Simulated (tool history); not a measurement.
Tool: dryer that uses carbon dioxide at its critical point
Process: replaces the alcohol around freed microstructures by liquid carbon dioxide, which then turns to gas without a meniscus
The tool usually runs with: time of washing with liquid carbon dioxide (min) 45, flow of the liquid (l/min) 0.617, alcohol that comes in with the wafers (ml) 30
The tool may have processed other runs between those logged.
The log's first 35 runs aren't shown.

run,hour,time of washing with liquid carbon dioxide (min),flow of the liquid (l/min),alcohol that comes in with the wafers (ml),hours of work since the filter was changed,hours of work since the purifier's bed was changed,alcohol left in the vessel before it's heated (ppm by volume)
36,1528.3,29,0.724,25,294,263,183
37,1559.8,49,1.042,104,304,273,64
38,1592.2,71,1.042,53,314,283,59
39,1630,43,0.617,30,326,295,121
40,1665.1,43,0.693,94,337,306,157
41,1693.8,45,0.617,96,346,315,222
42,1750.7,72,0.617,96,364,333,76
43,1781.3,72,0.617,37,373,342,67
44,1840.9,72,0.617,37,392,361,79
45,1895.1,31,1.037,30,409,378,104
46,1947.2,31,0.644,74,425,394,585

Each row is a separate what-if for the run after 46, all from the same tool condition, not one after another. Results?
A,1993.1,31,0.888,33,439,409,?
B,1993.1,35,0.421,72,439,409,?
C,1993.1,64,0.45,30,439,409,?
D,1993.1,30,0.617,31,439,409,?
E,1993.1,45,0.617,73,439,409,?

run,alcohol left in the vessel before it's heated (ppm by volume)
A,131
B,1485
C,131
D,359
E,206
Without the tool's hidden state the same runs would have given:
run,alcohol left in the vessel before it's heated (ppm by volume)
A,38
B,1195
C,38
D,227
E,95

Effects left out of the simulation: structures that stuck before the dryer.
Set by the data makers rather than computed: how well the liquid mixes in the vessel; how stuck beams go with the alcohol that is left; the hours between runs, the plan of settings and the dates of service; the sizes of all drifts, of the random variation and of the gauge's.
